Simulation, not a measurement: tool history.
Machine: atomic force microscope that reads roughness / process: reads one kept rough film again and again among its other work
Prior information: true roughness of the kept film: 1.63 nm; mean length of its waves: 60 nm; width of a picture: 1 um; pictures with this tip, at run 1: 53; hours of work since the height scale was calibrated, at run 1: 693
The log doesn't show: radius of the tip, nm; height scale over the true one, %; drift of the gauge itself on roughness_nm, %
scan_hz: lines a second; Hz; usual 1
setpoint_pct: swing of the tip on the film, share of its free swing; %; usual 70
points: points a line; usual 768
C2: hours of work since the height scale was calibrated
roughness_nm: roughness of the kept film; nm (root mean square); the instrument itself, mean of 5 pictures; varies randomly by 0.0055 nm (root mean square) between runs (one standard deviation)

{"run": 1, "day": 0.0, "scan_hz": 1, "setpoint_pct": 70, "points": 768, "pictures with this tip": 53, "C2": 693, "roughness_nm": 1.583}
{"run": 2, "day": 1.354, "scan_hz": 1, "setpoint_pct": 70, "points": 768, "pictures with this tip": 111, "C2": 712, "roughness_nm": 1.571}
{"run": 3, "day": 2.692, "scan_hz": 1, "setpoint_pct": 70, "points": 768, "pictures with this tip": 168, "C2": 731, "roughness_nm": 1.56}
{"run": 4, "day": 3.588, "scan_hz": 1, "setpoint_pct": 70, "points": 768, "pictures with this tip": 207, "C2": 743, "roughness_nm": 1.556}
{"run": 5, "day": 4.479, "scan_hz": 1, "setpoint_pct": 55, "points": 768, "pictures with this tip": 245, "C2": 756, "roughness_nm": 1.585}
{"run": 6, "day": 5.458, "scan_hz": 1, "setpoint_pct": 55, "points": 768, "pictures with this tip": 287, "C2": 770, "roughness_nm": 1.572}
{"run": 7, "day": 6.579, "scan_hz": 1, "setpoint_pct": 55, "points": 768, "pictures with this tip": 335, "C2": 786, "roughness_nm": 1.578}
{"day": 7.517, "done": "new tip fitted"}
{"run": 8, "day": 7.558, "scan_hz": 1, "setpoint_pct": 69, "points": 768, "pictures with this tip": 2, "C2": 799, "roughness_nm": 1.593}
{"run": 9, "day": 8.154, "scan_hz": 1, "setpoint_pct": 69, "points": 768, "pictures with this tip": 28, "C2": 808, "roughness_nm": 1.588}
{"run": 10, "day": 8.771, "scan_hz": 1, "setpoint_pct": 69, "points": 768, "pictures with this tip": 54, "C2": 816, "roughness_nm": 1.576}
{"run": 11, "day": 9.979, "scan_hz": 0.8, "setpoint_pct": 70, "points": 768, "pictures with this tip": 106, "C2": 834, "roughness_nm": 1.587}
{"run": 12, "day": 10.825, "scan_hz": 0.8, "setpoint_pct": 70, "points": 768, "pictures with this tip": 142, "C2": 845, "roughness_nm": 1.57}
{"run": 13, "day": 11.546, "scan_hz": 1, "setpoint_pct": 70, "points": 835, "pictures with this tip": 173, "C2": 856, "roughness_nm": 1.555}
{"run": 14, "day": 12.454, "scan_hz": 1, "setpoint_pct": 70, "points": 768, "pictures with this tip": 212, "C2": 869, "roughness_nm": 1.563}
{"run": 15, "day": 13.75, "scan_hz": 1, "setpoint_pct": 70, "points": 768, "pictures with this tip": 268, "C2": 887, "roughness_nm": 1.56}
{"run": 16, "day": 14.338, "scan_hz": 1, "setpoint_pct": 70, "points": 768, "pictures with this tip": 293, "C2": 895, "roughness_nm": 1.554}
{"run": 17, "day": 15.292, "scan_hz": 0.83, "setpoint_pct": 70, "points": 768, "pictures with this tip": 334, "C2": 909, "roughness_nm": 1.554}
{"run": 18, "day": 16.046, "scan_hz": 0.83, "setpoint_pct": 70, "points": 768, "pictures with this tip": 366, "C2": 919, "roughness_nm": 1.546}
{"day": 16.242, "done": "new tip fitted"}
{"run": 19, "day": 17.229, "scan_hz": 0.83, "setpoint_pct": 70, "points": 768, "pictures with this tip": 42, "C2": 936, "roughness_nm": 1.593}
{"run": 20, "day": 18.067, "scan_hz": 1, "setpoint_pct": 70, "points": 768, "pictures with this tip": 78, "C2": 948, "roughness_nm": 1.576}
{"run": 21, "day": 19.338, "scan_hz": 1, "setpoint_pct": 79, "points": 768, "pictures with this tip": 132, "C2": 966, "roughness_nm": 1.551}
{"run": 22, "day": 20.608, "scan_hz": 1, "setpoint_pct": 79, "points": 768, "pictures with this tip": 187, "C2": 984, "roughness_nm": 1.538}
{"run": 23, "day": 21.933, "scan_hz": 1, "setpoint_pct": 79, "points": 768, "pictures with this tip": 244, "C2": 1002, "roughness_nm": 1.532}
{"run": 24, "day": 23.0, "scan_hz": 1, "setpoint_pct": 70, "points": 768, "pictures with this tip": 289, "C2": 1017, "roughness_nm": 1.559}
{"run": 25, "day": 23.625, "scan_hz": 1, "setpoint_pct": 70, "points": 768, "pictures with this tip": 316, "C2": 1026, "roughness_nm": 1.56}
{"run": 26, "day": 24.188, "scan_hz": 1, "setpoint_pct": 70, "points": 768, "pictures with this tip": 340, "C2": 1034, "roughness_nm": 1.554}
{"day": 25.012, "done": "new tip fitted"}
{"run": 27, "day": 25.375, "scan_hz": 0.51, "setpoint_pct": 81, "points": 768, "pictures with this tip": 15, "C2": 1051, "roughness_nm": 1.596}
{"run": 28, "day": 26.242, "scan_hz": 0.77, "setpoint_pct": 63, "points": 637, "pictures with this tip": 52, "C2": 1063, "roughness_nm": 1.612}
{"run": 29, "day": 27.017, "scan_hz": 0.93, "setpoint_pct": 63, "points": 323, "pictures with this tip": 86, "C2": 1074, "roughness_nm": 1.592}
{"run": 30, "day": 27.883, "scan_hz": 0.6, "setpoint_pct": 59, "points": 295, "pictures with this tip": 123, "C2": 1086, "roughness_nm": 1.605}
{"run": 31, "day": 29.054, "scan_hz": 0.6, "setpoint_pct": 59, "points": 295, "pictures with this tip": 173, "C2": 1103, "roughness_nm": 1.598}
{"run": 32, "day": 29.871, "scan_hz": 0.58, "setpoint_pct": 63, "points": 566, "pictures with this tip": 208, "C2": 1114, "roughness_nm": 1.588}
{"run": 33, "day": 30.8, "scan_hz": 1.25, "setpoint_pct": 70, "points": 768, "pictures with this tip": 248, "C2": 1128, "roughness_nm": 1.557}
{"run": 34, "day": 31.921, "scan_hz": 1.25, "setpoint_pct": 70, "points": 768, "pictures with this tip": 296, "C2": 1143, "roughness_nm": 1.54}
{"run": 35, "day": 32.912, "scan_hz": 1.75, "setpoint_pct": 90, "points": 768, "pictures with this tip": 339, "C2": 1157, "roughness_nm": 1.407}
{"run": 36, "day": 33.558, "scan_hz": 1.75, "setpoint_pct": 90, "points": 391, "pictures with this tip": 366, "C2": 1167, "roughness_nm": 1.396}
{"day": 33.754, "done": "new tip fitted"}
{"run": 37, "day": 34.596, "scan_hz": 1.75, "setpoint_pct": 84, "points": 516, "pictures with this tip": 36, "C2": 1181, "roughness_nm": 1.482}
{"run": 38, "day": 35.525, "scan_hz": 1.75, "setpoint_pct": 84, "points": 516, "pictures with this tip": 76, "C2": 1194, "roughness_nm": 1.479}
{"run": 39, "day": 36.867, "scan_hz": 2.35, "setpoint_pct": 70, "points": 768, "pictures with this tip": 133, "C2": 1213, "roughness_nm": 1.526}
{"run": 40, "day": 38.142, "scan_hz": 2.65, "setpoint_pct": 70, "points": 768, "pictures with this tip": 188, "C2": 1231, "roughness_nm": 1.507}
{"run": 41, "day": 39.242, "scan_hz": 2.65, "setpoint_pct": 66, "points": 312, "pictures with this tip": 235, "C2": 1247, "roughness_nm": 1.519}
{"day": 40.179, "done": "height scale calibrated on a step standard"}
{"run": 42, "day": 40.467, "scan_hz": 2.65, "setpoint_pct": 66, "points": 312, "pictures with this tip": 286, "C2": 4, "roughness_nm": 1.489}
{"run": 43, "day": 41.062, "scan_hz": 1.97, "setpoint_pct": 66, "points": 271, "pictures with this tip": 311, "C2": 12, "roughness_nm": 1.5}
{"run": 44, "day": 41.621, "scan_hz": 1.97, "setpoint_pct": 66, "points": 271, "pictures with this tip": 335, "C2": 20, "roughness_nm": 1.493}
{"run": 45, "day": 42.392, "scan_hz": 1.97, "setpoint_pct": 82, "points": 815, "pictures with this tip": 368, "C2": 31, "roughness_nm": 1.411}

Run 46 is up next; what results do you expect?
{"day": 42.617, "done": "new tip fitted"}
{"run": 46, "day": 43.042, "scan_hz": 1.97, "setpoint_pct": 82, "points": 815, "pictures with this tip": 18, "C2": 40, "roughness_nm": "?"}

{"run 46": {"roughness_nm": 1.453}}
Without the tool's hidden state the same run would have given roughness_nm 1.455 nm (root mean square).
